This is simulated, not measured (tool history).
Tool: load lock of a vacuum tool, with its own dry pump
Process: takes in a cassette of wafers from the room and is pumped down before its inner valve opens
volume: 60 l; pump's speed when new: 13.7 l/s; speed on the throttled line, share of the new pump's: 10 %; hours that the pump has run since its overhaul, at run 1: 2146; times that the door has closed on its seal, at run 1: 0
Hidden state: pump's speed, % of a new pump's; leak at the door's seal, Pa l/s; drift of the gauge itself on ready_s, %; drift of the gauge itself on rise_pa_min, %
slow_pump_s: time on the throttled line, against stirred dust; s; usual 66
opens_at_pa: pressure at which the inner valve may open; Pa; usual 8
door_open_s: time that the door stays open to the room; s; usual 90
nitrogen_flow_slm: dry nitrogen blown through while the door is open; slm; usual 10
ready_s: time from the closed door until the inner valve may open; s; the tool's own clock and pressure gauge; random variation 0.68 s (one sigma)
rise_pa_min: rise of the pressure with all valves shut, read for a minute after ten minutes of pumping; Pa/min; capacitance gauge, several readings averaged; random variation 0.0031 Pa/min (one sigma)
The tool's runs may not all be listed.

run	hour	slow_pump_s	opens_at_pa	door_open_s	nitrogen_flow_slm	hours that the pump has run since its overhaul	times that the door has closed on its seal	incoming humidity of the room's air, %	ready_s	rise_pa_min
1	0	66	8	90	10	2146	0	42.9	102.1	0.058
2	270.4	66	8	90	38	2416	1214	43.7	102.4	0.043
3	653.5	66	8	90	38	2799	2934	46.1	101.5	0.045
4	877.7	66	8	90	38	3023	3941	42.8	102.5	0.043
5	1114.4	66	8	90	38	3260	5004	43.4	103.2	0.039
6	1337.8	66	8	90	38	3484	6007	46	103	0.049
7	1606.5	66	8	90	38	3752	7213	45	102.9	0.043
8	1933.1	66	6	90	38	4079	8680	46	104.7	0.05
9	2180.1	66	14	90	10	4326	9789	45.8	99.8	0.079
10	2611.1	66	14	90	10	4757	11724	49.9	100.5	0.084
11	2878.1	109	8	40	4	5024	12923	49.3	142	0.057
12	3258.6	34	11	36	10	5404	14631	45.2	72.3	0.048
13	3574.8	67	6	36	10	5721	16051	39.9	105.7	0.044
14	3970.1	118	12	36	10	6116	17826	43.1	146.4	0.049
15	4465.8	100	12	69	44	6612	20052	45.5	130.3	0.056
16	4969.7	67	11	78	10	7115	22314	42.9	103.7	0.082
17	5411.6	47	9	47	10	7557	24298	46.6	86	0.072

Forecast each of these 3 alternatives for the next run:
A	5651.2	87	8	149	10	7797	25374	47.5	?	?
B	5651.2	42	14	47	10	7797	25374	40.8	?	?
C	5651.2	66	13	90	10	7797	25374	43.9	?	?

run	ready_s	rise_pa_min
A	122.6	0.137
B	79.9	0.068
C	102.6	0.101
Without the tool's hidden state the same runs would have given:
run	ready_s	rise_pa_min
A	119.9	0.102
B	76.9	0.034
C	99.9	0.067
